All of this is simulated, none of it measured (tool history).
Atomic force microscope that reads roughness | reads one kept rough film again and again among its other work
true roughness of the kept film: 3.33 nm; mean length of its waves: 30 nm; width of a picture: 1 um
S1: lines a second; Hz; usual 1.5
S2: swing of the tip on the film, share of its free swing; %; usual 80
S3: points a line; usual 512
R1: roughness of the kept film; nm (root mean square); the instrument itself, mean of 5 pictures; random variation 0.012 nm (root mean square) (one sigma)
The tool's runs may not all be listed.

run   hour    S1  S2   S3     R1
  1      0   1.5  80  512  2.719
  2   11.4   1.5  80  512  2.687
  3   25.1   1.5  80  547   2.67
  4   41.5   1.5  80  586  2.632
  5   48.6   1.5  80  512  2.655
  6   56.3   1.5  60  512  2.755
  7   68.8   1.5  80  395  2.583
  8   83.3  0.67  80  512  2.687
  9   95.3   1.5  80  512  2.544
 10  102.6   1.5  80  512  2.521
 11  118.8   1.5  82  512   2.49
 12  127.6   1.5  80  512  2.462
 13  144.1   1.5  80  512  2.452
 14  154.1   1.5  80  512  2.448
 15    163   1.5  80  512  2.425
 16  175.5   1.5  80  512  2.408
 17  183.8   1.5  80  512  2.373
 18  194.5   1.5  80  512   2.38
 19    206   1.5  80  512  2.356
 20  218.1  2.52  67  913  2.384
 21  234.8  0.68  84  512  2.822
 22  241.8  0.68  84  512  2.807
 23  257.6   1.1  72  871  2.798
 24  268.9   1.1  72  563  2.776
 25    281  3.27  80  524  2.386
 26  293.5  3.27  64  524  2.644
 27  310.3  0.69  84  947  2.698
 28  322.8   1.1  66  512  2.713

Not shown: 3 entries that the log had between the listed runs. Between which runs, and how does the tool's hidden state differ before and after?
Between runs 15 and 16: height scale calibrated on a step standard (hour 164.7)
  radius of the tip, nm: 16.8 -> 17.5; height scale over the true one, %: -0.41 -> -0.6
  measured less the result without the state, R1: -0.327 -> -0.351 nm (root mean square)
Between runs 20 and 21: new tip fitted (hour 226.6)
  radius of the tip, nm: 20 -> 7.7; height scale over the true one, %: -0.63 -> -0.64
  measured less the result without the state, R1: -0.428 -> -0.045 nm (root mean square)
Between runs 23 and 24: height scale calibrated on a step standard, once more (hour 264.2)
  radius of the tip, nm: 8.9 -> 9.5; height scale over the true one, %: -0.66 -> -0.19
  measured less the result without the state, R1: -0.09 -> -0.099 nm (root mean square)
